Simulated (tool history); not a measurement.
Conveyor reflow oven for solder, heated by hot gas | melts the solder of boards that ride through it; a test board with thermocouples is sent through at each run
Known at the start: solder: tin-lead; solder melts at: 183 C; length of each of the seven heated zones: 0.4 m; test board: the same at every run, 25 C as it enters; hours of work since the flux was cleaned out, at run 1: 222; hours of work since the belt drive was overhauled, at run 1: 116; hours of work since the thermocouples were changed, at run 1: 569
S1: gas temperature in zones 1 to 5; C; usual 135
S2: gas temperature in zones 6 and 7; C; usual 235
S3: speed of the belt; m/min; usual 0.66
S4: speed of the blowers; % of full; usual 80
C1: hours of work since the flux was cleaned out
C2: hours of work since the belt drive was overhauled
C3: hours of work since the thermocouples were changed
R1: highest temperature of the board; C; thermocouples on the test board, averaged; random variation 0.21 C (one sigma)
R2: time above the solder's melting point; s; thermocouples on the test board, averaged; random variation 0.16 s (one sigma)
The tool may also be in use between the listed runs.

{"run": 1, "hour": 0.0, "S1": 135, "S2": 235, "S3": 0.66, "S4": 80, "C1": 222, "C2": 116, "C3": 569, "R1": 215.5, "R2": 51.2}
{"run": 2, "hour": 8.1, "S1": 135, "S2": 235, "S3": 0.66, "S4": 80, "C1": 227, "C2": 121, "C3": 574, "R1": 214.8, "R2": 51.2}
{"run": 3, "hour": 13.0, "S1": 135, "S2": 235, "S3": 0.66, "S4": 80, "C1": 230, "C2": 124, "C3": 577, "R1": 215.4, "R2": 51}
{"run": 4, "hour": 22.8, "S1": 135, "S2": 235, "S3": 0.66, "S4": 80, "C1": 236, "C2": 130, "C3": 583, "R1": 215.5, "R2": 51.1}
{"run": 5, "hour": 29.0, "S1": 135, "S2": 235, "S3": 0.66, "S4": 80, "C1": 240, "C2": 134, "C3": 587, "R1": 215.3, "R2": 51.2}
{"run": 6, "hour": 34.6, "S1": 135, "S2": 235, "S3": 0.66, "S4": 80, "C1": 243, "C2": 137, "C3": 590, "R1": 214.8, "R2": 51.2}
{"run": 7, "hour": 41.9, "S1": 135, "S2": 235, "S3": 0.66, "S4": 80, "C1": 248, "C2": 142, "C3": 594, "R1": 215, "R2": 51}
{"run": 8, "hour": 49.6, "S1": 135, "S2": 235, "S3": 0.66, "S4": 80, "C1": 252, "C2": 147, "C3": 599, "R1": 215.1, "R2": 51}
{"run": 9, "hour": 54.5, "S1": 135, "S2": 235, "S3": 0.66, "S4": 84, "C1": 255, "C2": 150, "C3": 602, "R1": 216.4, "R2": 51.9}
{"run": 10, "hour": 58.6, "S1": 135, "S2": 235, "S3": 0.66, "S4": 84, "C1": 258, "C2": 152, "C3": 605, "R1": 216.4, "R2": 51.6}
{"run": 11, "hour": 64.4, "S1": 135, "S2": 235, "S3": 0.606, "S4": 80, "C1": 261, "C2": 156, "C3": 608, "R1": 217.9, "R2": 58.9}
{"run": 12, "hour": 72.0, "S1": 135, "S2": 235, "S3": 0.606, "S4": 80, "C1": 266, "C2": 160, "C3": 613, "R1": 217.5, "R2": 58.5}
{"run": 13, "hour": 78.7, "S1": 135, "S2": 235, "S3": 0.606, "S4": 80, "C1": 270, "C2": 164, "C3": 617, "R1": 218.5, "R2": 58.5}
{"run": 14, "hour": 86.2, "S1": 135, "S2": 235, "S3": 0.606, "S4": 80, "C1": 275, "C2": 169, "C3": 621, "R1": 218.2, "R2": 58.4}
{"run": 15, "hour": 94.8, "S1": 135, "S2": 235, "S3": 0.606, "S4": 80, "C1": 280, "C2": 174, "C3": 627, "R1": 218.1, "R2": 58.6}
{"hour": 103.3, "done": "thermocouples of zones 6 and 7 changed"}
{"run": 16, "hour": 105.1, "S1": 135, "S2": 235, "S3": 0.606, "S4": 80, "C1": 285, "C2": 179, "C3": 1, "R1": 217.1, "R2": 57.7}
{"run": 17, "hour": 109.7, "S1": 135, "S2": 235, "S3": 0.606, "S4": 80, "C1": 288, "C2": 182, "C3": 4, "R1": 216.7, "R2": 57.6}
{"run": 18, "hour": 116.9, "S1": 135, "S2": 239, "S3": 0.66, "S4": 74, "C1": 292, "C2": 186, "C3": 8, "R1": 214.7, "R2": 50.8}
{"run": 19, "hour": 124.4, "S1": 135, "S2": 239, "S3": 0.66, "S4": 74, "C1": 297, "C2": 191, "C3": 13, "R1": 214.6, "R2": 50.6}
{"run": 20, "hour": 133.3, "S1": 135, "S2": 230, "S3": 0.786, "S4": 74, "C1": 302, "C2": 196, "C3": 18, "R1": 200.4, "R2": 28.7}
{"run": 21, "hour": 143.0, "S1": 123, "S2": 230, "S3": 0.786, "S4": 74, "C1": 308, "C2": 202, "C3": 24, "R1": 197.4, "R2": 22.2}
{"run": 22, "hour": 150.5, "S1": 132, "S2": 225, "S3": 0.602, "S4": 74, "C1": 313, "C2": 207, "C3": 29, "R1": 206, "R2": 46}
{"run": 23, "hour": 157.6, "S1": 132, "S2": 225, "S3": 0.602, "S4": 74, "C1": 317, "C2": 211, "C3": 33, "R1": 206.1, "R2": 46}
{"run": 24, "hour": 163.2, "S1": 132, "S2": 225, "S3": 0.602, "S4": 74, "C1": 321, "C2": 215, "C3": 37, "R1": 206.1, "R2": 46.2}
{"run": 25, "hour": 168.5, "S1": 132, "S2": 225, "S3": 0.602, "S4": 74, "C1": 324, "C2": 218, "C3": 40, "R1": 205.7, "R2": 46.2}
{"run": 26, "hour": 174.8, "S1": 132, "S2": 225, "S3": 0.602, "S4": 74, "C1": 328, "C2": 222, "C3": 44, "R1": 206.1, "R2": 46.4}
{"run": 27, "hour": 179.4, "S1": 132, "S2": 225, "S3": 0.602, "S4": 74, "C1": 330, "C2": 225, "C3": 46, "R1": 205.7, "R2": 45.9}
{"run": 28, "hour": 187.0, "S1": 132, "S2": 225, "S3": 0.602, "S4": 74, "C1": 335, "C2": 229, "C3": 51, "R1": 206.2, "R2": 45.8}
{"run": 29, "hour": 195.3, "S1": 132, "S2": 225, "S3": 0.602, "S4": 74, "C1": 340, "C2": 234, "C3": 56, "R1": 206.1, "R2": 46}
{"run": 30, "hour": 203.9, "S1": 135, "S2": 235, "S3": 0.66, "S4": 76, "C1": 345, "C2": 240, "C3": 61, "R1": 211.8, "R2": 48.1}
{"run": 31, "hour": 210.4, "S1": 131, "S2": 229, "S3": 0.746, "S4": 80, "C1": 349, "C2": 244, "C3": 65, "R1": 202.9, "R2": 32.6}

Hidden state at the last listed run before each entry between runs and at the first one after, where it differs:
Between runs 15 and 16: thermocouples of zones 6 and 7 changed (hour 103.3)
  heat that the gas passes to the board, % of a clean oven's: 93 -> 92.9; belt's true speed, % of the reading: 100.01 -> 100; true gas temperature in zones 6 and 7 over the reading, C: 1.3 -> 0.07
  measured less the result without the state, R1: -1 -> -2.1 C; R2: -1.2 -> -2.1 s
